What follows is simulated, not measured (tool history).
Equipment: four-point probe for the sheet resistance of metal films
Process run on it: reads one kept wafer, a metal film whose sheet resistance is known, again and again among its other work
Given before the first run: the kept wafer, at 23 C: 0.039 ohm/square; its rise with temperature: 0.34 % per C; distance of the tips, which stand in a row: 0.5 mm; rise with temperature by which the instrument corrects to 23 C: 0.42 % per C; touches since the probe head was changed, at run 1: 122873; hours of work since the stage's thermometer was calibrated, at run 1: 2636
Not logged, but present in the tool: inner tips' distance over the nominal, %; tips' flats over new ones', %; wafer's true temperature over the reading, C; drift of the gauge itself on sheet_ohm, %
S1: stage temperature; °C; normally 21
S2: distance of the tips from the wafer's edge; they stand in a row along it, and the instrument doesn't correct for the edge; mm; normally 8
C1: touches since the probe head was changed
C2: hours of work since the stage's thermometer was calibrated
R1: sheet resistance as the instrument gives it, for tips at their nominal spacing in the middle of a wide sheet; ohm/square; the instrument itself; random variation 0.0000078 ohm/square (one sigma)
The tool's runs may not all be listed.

{"run": 1, "day": 0.0, "S1": 21, "S2": 8, "C1": 122873, "C2": 2636, "R1": 0.038587}
{"day": 2.029, "done": "stage's thermometer calibrated"}
{"run": 2, "day": 2.029, "S1": 21, "S2": 8, "C1": 124602, "C2": 0, "R1": 0.038639}
{"run": 3, "day": 5.375, "S1": 21, "S2": 8, "C1": 127479, "C2": 55, "R1": 0.038618}
{"run": 4, "day": 8.675, "S1": 21, "S2": 8, "C1": 130315, "C2": 109, "R1": 0.03862}
{"run": 5, "day": 11.546, "S1": 21, "S2": 8, "C1": 132787, "C2": 156, "R1": 0.038607}
{"run": 6, "day": 16.192, "S1": 21, "S2": 14, "C1": 136783, "C2": 232, "R1": 0.038527}
{"run": 7, "day": 20.675, "S1": 21, "S2": 18, "C1": 140638, "C2": 306, "R1": 0.038514}
{"run": 8, "day": 22.642, "S1": 32, "S2": 18, "C1": 142328, "C2": 338, "R1": 0.038173}
{"run": 9, "day": 24.821, "S1": 32, "S2": 18, "C1": 144202, "C2": 374, "R1": 0.038155}
{"run": 10, "day": 27.462, "S1": 32, "S2": 18, "C1": 146476, "C2": 417, "R1": 0.038155}
{"run": 11, "day": 30.646, "S1": 32, "S2": 18, "C1": 149213, "C2": 469, "R1": 0.038129}
{"run": 12, "day": 33.562, "S1": 32, "S2": 18, "C1": 151723, "C2": 517, "R1": 0.038132}
{"day": 37.388, "done": "new probe head fitted"}
{"run": 13, "day": 38.383, "S1": 32, "S2": 18, "C1": 857, "C2": 595, "R1": 0.038842}
{"run": 14, "day": 41.342, "S1": 18, "S2": 18, "C1": 3399, "C2": 644, "R1": 0.039279}
{"run": 15, "day": 44.462, "S1": 18, "S2": 18, "C1": 6083, "C2": 695, "R1": 0.039273}
{"run": 16, "day": 47.421, "S1": 18, "S2": 18, "C1": 8629, "C2": 744, "R1": 0.039273}
{"run": 17, "day": 50.917, "S1": 21, "S2": 6, "C1": 11636, "C2": 801, "R1": 0.039286}
{"run": 18, "day": 54.454, "S1": 21, "S2": 6, "C1": 14679, "C2": 859, "R1": 0.039278}
{"run": 19, "day": 59.258, "S1": 21, "S2": 6, "C1": 18808, "C2": 938, "R1": 0.039267}
{"run": 20, "day": 62.167, "S1": 21, "S2": 6, "C1": 21311, "C2": 985, "R1": 0.039246}
{"run": 21, "day": 64.738, "S1": 21, "S2": 6, "C1": 23522, "C2": 1027, "R1": 0.039245}
{"run": 22, "day": 66.762, "S1": 20, "S2": 4, "C1": 25265, "C2": 1061, "R1": 0.03945}
{"run": 23, "day": 70.204, "S1": 20, "S2": 4, "C1": 28224, "C2": 1117, "R1": 0.039452}
{"run": 24, "day": 72.279, "S1": 34, "S2": 45, "C1": 30007, "C2": 1151, "R1": 0.038677}
{"run": 25, "day": 74.888, "S1": 21, "S2": 28, "C1": 32253, "C2": 1194, "R1": 0.039074}
{"run": 26, "day": 77.112, "S1": 21, "S2": 58, "C1": 34163, "C2": 1230, "R1": 0.039066}
{"run": 27, "day": 80.542, "S1": 31, "S2": 10, "C1": 37114, "C2": 1287, "R1": 0.038814}
{"run": 28, "day": 82.912, "S1": 31, "S2": 7, "C1": 39154, "C2": 1325, "R1": 0.038827}
{"run": 29, "day": 87.45, "S1": 31, "S2": 7, "C1": 43055, "C2": 1400, "R1": 0.038833}
{"run": 30, "day": 90.071, "S1": 24, "S2": 11, "C1": 45311, "C2": 1443, "R1": 0.038972}
{"run": 31, "day": 92.983, "S1": 23, "S2": 15, "C1": 47815, "C2": 1491, "R1": 0.038975}
{"run": 32, "day": 97.65, "S1": 19, "S2": 5, "C1": 51828, "C2": 1567, "R1": 0.039292}
{"run": 33, "day": 101.817, "S1": 24, "S2": 5, "C1": 55411, "C2": 1635, "R1": 0.039107}
{"run": 34, "day": 104.012, "S1": 24, "S2": 5, "C1": 57301, "C2": 1671, "R1": 0.039109}
{"run": 35, "day": 108.158, "S1": 24, "S2": 5, "C1": 60866, "C2": 1739, "R1": 0.039092}
{"run": 36, "day": 112.025, "S1": 24, "S2": 5, "C1": 64193, "C2": 1803, "R1": 0.039085}
{"run": 37, "day": 115.354, "S1": 24, "S2": 5, "C1": 67053, "C2": 1857, "R1": 0.039077}
{"run": 38, "day": 119.092, "S1": 24, "S2": 5, "C1": 70269, "C2": 1919, "R1": 0.039061}

Each row is a separate what-if for the run after 38, all from the same tool condition, not one after another. Results?
{"run": "A", "day": 121.575, "S1": 35, "S2": 26, "C1": 72405, "C2": 1959, "R1": "?"}
{"run": "B", "day": 121.575, "S1": 21, "S2": 8, "C1": 72405, "C2": 1959, "R1": "?"}
{"run": "C", "day": 121.575, "S1": 26, "S2": 7, "C1": 72405, "C2": 1959, "R1": "?"}

run=A R1=0.038505
run=B R1=0.039034
run=C R1=0.038879
With no hidden state in the tool, these same runs would have given:
run=A R1=0.038625
run=B R1=0.039157
run=C R1=0.039001
